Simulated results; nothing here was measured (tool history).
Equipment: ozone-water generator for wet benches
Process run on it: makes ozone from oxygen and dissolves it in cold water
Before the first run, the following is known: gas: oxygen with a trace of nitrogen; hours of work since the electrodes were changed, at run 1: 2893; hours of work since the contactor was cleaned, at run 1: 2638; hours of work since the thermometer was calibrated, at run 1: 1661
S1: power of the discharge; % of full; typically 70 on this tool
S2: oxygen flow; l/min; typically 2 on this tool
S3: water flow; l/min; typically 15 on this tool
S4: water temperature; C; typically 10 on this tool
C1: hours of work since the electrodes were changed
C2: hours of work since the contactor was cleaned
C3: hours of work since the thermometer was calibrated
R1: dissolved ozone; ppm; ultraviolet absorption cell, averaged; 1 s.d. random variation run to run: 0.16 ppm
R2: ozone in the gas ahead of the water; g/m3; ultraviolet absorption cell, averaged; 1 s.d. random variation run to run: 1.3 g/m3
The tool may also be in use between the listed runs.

run,day,S1,S2,S3,S4,C1,C2,C3,R1,R2
1,0,70,2,15,10,2893,2638,1661,19.2,226.6
2,4.225,70,2,11,10,2957,2702,1726,24.8,228.3
3,7.521,70,2,14,10,3007,2752,1776,20.3,229.5
4,12.362,70,2,14,10,3081,2825,1849,20.3,229.1
5,15.554,64,2,15,10,3129,2874,1897,17.7,212.2
6,18.162,64,2,15,10,3169,2913,1937,17.7,210.5
7,21.904,70,2,15,16,3226,2970,1994,18,228.7
8,25.279,70,2,16,16,3277,3021,2045,17.2,227.8
9,29.004,70,2.04,16,14,3333,3078,2102,17.7,224.2
10,34.721,70,2.04,16,14,3420,3165,2188,17.8,226.8
11,37.612,70,1.22,15,10,3464,3209,2232,17.4,307
12,42.796,70,1.22,15,10,3543,3287,2311,17.2,306.4
13,45.6,49,1.32,24,12,3585,3330,2353,8.2,220
14,48.208,49,1.01,10,11,3625,3369,2393,18,258.2
15,52.983,40,1.44,13,12,3697,3442,2465,12.9,176

3 ways to go on from here, each from the tool as it stands after run 15. What would each give?
A,56.746,40,1.78,13,10,3754,3499,2522,?,?
B,56.746,89,1.44,13,12,3754,3499,2522,?,?
C,56.746,59,2,15,7,3754,3499,2522,?,?

run,R1,R2
A,13.1,155.8
B,24.5,339.8
C,16.7,195.7
Without the tool's hidden state the same runs would have given:
run,R1,R2
A,13.7,159.4
B,26.3,357.6
C,17.7,202.9
